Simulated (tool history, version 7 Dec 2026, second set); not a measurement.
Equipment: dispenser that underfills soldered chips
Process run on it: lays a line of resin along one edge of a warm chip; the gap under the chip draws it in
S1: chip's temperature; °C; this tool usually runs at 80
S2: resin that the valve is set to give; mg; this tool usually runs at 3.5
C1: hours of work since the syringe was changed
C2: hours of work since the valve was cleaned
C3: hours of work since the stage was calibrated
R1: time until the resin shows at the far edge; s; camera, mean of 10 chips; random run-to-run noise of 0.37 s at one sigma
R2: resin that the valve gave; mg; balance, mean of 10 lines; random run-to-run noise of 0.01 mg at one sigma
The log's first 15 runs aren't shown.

run	hour	S1	S2	C1	C2	C3	R1	R2
# hour 84.6: new syringe of resin
16	87.8	80	3.5	2	39	77	24.8	3.43
# hour 94: new syringe of resin
17	94	80	3.5	0	43	81	20.8	3.42
18	99.5	80	3.5	4	47	85	28.2	3.39
# hour 103.5: new syringe of resin
19	104.6	80	3.5	1	50	88	22.5	3.42
20	112	80	3.5	6	55	93	32.2	3.4
# hour 113: new syringe of resin
21	117.6	77	4.35	3	59	97	28.5	4.21
22	121.1	83	3.91	5	61	99	29.4	3.78
# hour 122.6: new syringe of resin
23	125.7	82	4.16	2	64	102	22.9	4.02
24	129.8	82	4.16	5	67	105	28.6	4.02
# hour 132.1: new syringe of resin
25	136.9	82	4.16	3	71	109	25	3.99
# hour 141.8: new syringe of resin
26	143.1	82	4.16	1	75	113	20.7	3.97
27	146.4	87	3.41	3	78	115	21.4	3.26
# hour 151.3: new syringe of resin
28	153.8	69	3.13	2	82	120	36	2.99
# hour 156.2: dispensing valve cleaned and set on the balance
29	160	80	3.69	5	3	123	31.4	3.7
# hour 161.8: new syringe of resin
30	164	87	3.08	1	5	126	19.3	3.06
31	170.6	86	3.39	6	9	130	27.8	3.37
# hour 171.4: new syringe of resin
32	177.4	86	3.37	4	14	135	24.1	3.37
# hour 181: new syringe of resin
33	184.4	72	3.18	2	18	139	33.7	3.16
# hour 190.5: new syringe of resin
34	191.8	72	3.18	1	23	144	30	3.16
35	198.9	80	3.7	6	28	149	31.2	3.65
# hour 199.8: new syringe of resin
36	205.7	80	3.7	4	32	153	28.9	3.64

Branching from run 36: 3 alternative next runs. What would each branch give?
# hour 209.2: new syringe of resin
A	209.9	86	3.78	0	35	156	?	?
# hour 209.2: new syringe of resin
B	209.9	92	3.95	0	35	156	?	?
# hour 209.2: new syringe of resin
C	209.9	75	3.06	0	35	156	?	?

run	R1	R2
A	19.1	3.72
B	15.8	3.88
C	26.9	2.99
With no hidden state in the tool, these same runs would have given:
run	R1	R2
A	17.9	3.79
B	14.8	3.95
C	25	3.05
